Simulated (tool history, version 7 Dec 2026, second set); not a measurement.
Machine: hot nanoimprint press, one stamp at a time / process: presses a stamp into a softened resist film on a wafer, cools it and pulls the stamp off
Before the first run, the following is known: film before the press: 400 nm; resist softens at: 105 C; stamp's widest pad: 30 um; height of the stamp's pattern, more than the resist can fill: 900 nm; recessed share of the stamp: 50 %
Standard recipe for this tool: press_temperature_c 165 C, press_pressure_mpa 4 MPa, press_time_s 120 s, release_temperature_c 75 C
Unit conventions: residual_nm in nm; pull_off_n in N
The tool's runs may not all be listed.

{"run": 1, "hour": 0.0, "press_temperature_c": 165, "press_pressure_mpa": 4, "press_time_s": 120, "release_temperature_c": 75, "residual_nm": 155.9, "pull_off_n": 181}
{"run": 2, "hour": 19.6, "press_temperature_c": 165, "press_pressure_mpa": 4, "press_time_s": 120, "release_temperature_c": 75, "residual_nm": 156, "pull_off_n": 179}
{"run": 3, "hour": 39.5, "press_temperature_c": 165, "press_pressure_mpa": 4, "press_time_s": 120, "release_temperature_c": 75, "residual_nm": 154.9, "pull_off_n": 180}
{"run": 4, "hour": 68.3, "press_temperature_c": 167, "press_pressure_mpa": 4, "press_time_s": 120, "release_temperature_c": 75, "residual_nm": 145.3, "pull_off_n": 176}
{"run": 5, "hour": 96.2, "press_temperature_c": 167, "press_pressure_mpa": 4, "press_time_s": 120, "release_temperature_c": 75, "residual_nm": 144.3, "pull_off_n": 186}
{"run": 6, "hour": 122.0, "press_temperature_c": 167, "press_pressure_mpa": 4, "press_time_s": 120, "release_temperature_c": 75, "residual_nm": 145, "pull_off_n": 186}
{"run": 7, "hour": 137.0, "press_temperature_c": 167, "press_pressure_mpa": 4, "press_time_s": 67, "release_temperature_c": 75, "residual_nm": 183.7, "pull_off_n": 182}
{"run": 8, "hour": 152.3, "press_temperature_c": 167, "press_pressure_mpa": 4, "press_time_s": 67, "release_temperature_c": 75, "residual_nm": 184.2, "pull_off_n": 182}
{"run": 9, "hour": 171.9, "press_temperature_c": 165, "press_pressure_mpa": 4, "press_time_s": 120, "release_temperature_c": 68, "residual_nm": 155.1, "pull_off_n": 203}
{"run": 10, "hour": 187.2, "press_temperature_c": 165, "press_pressure_mpa": 3.68, "press_time_s": 120, "release_temperature_c": 75, "residual_nm": 160.3, "pull_off_n": 184}
{"run": 11, "hour": 205.5, "press_temperature_c": 160, "press_pressure_mpa": 3.68, "press_time_s": 120, "release_temperature_c": 75, "residual_nm": 191, "pull_off_n": 190}
{"run": 12, "hour": 218.8, "press_temperature_c": 157, "press_pressure_mpa": 4.78, "press_time_s": 65, "release_temperature_c": 75, "residual_nm": 237.7, "pull_off_n": 192}
{"run": 13, "hour": 240.1, "press_temperature_c": 157, "press_pressure_mpa": 4.78, "press_time_s": 65, "release_temperature_c": 76, "residual_nm": 238.3, "pull_off_n": 187}
{"run": 14, "hour": 256.8, "press_temperature_c": 177, "press_pressure_mpa": 5.46, "press_time_s": 120, "release_temperature_c": 75, "residual_nm": 87.7, "pull_off_n": 198}
{"run": 15, "hour": 273.8, "press_temperature_c": 165, "press_pressure_mpa": 4, "press_time_s": 129, "release_temperature_c": 78, "residual_nm": 149.3, "pull_off_n": 184}

Consider 3 possible next runs. They are alternatives, not a sequence: every one starts from the tool as it was left by run 15. What does each give?
{"run": "A", "hour": 296.1, "press_temperature_c": 155, "press_pressure_mpa": 2.44, "press_time_s": 120, "release_temperature_c": 76, "residual_nm": "?", "pull_off_n": "?"}
{"run": "B", "hour": 296.1, "press_temperature_c": 173, "press_pressure_mpa": 3.82, "press_time_s": 129, "release_temperature_c": 73, "residual_nm": "?", "pull_off_n": "?"}
{"run": "C", "hour": 296.1, "press_temperature_c": 165, "press_pressure_mpa": 3.77, "press_time_s": 128, "release_temperature_c": 78, "residual_nm": "?", "pull_off_n": "?"}

run=A residual_nm=258.5 pull_off_n=195
run=B residual_nm=116 pull_off_n=197
run=C residual_nm=154.4 pull_off_n=186
Take away the tool's hidden state, keep each run's random variation, and the runs would have read:
run=A residual_nm=266.8 pull_off_n=159
run=B residual_nm=120.3 pull_off_n=161
run=C residual_nm=160.4 pull_off_n=152

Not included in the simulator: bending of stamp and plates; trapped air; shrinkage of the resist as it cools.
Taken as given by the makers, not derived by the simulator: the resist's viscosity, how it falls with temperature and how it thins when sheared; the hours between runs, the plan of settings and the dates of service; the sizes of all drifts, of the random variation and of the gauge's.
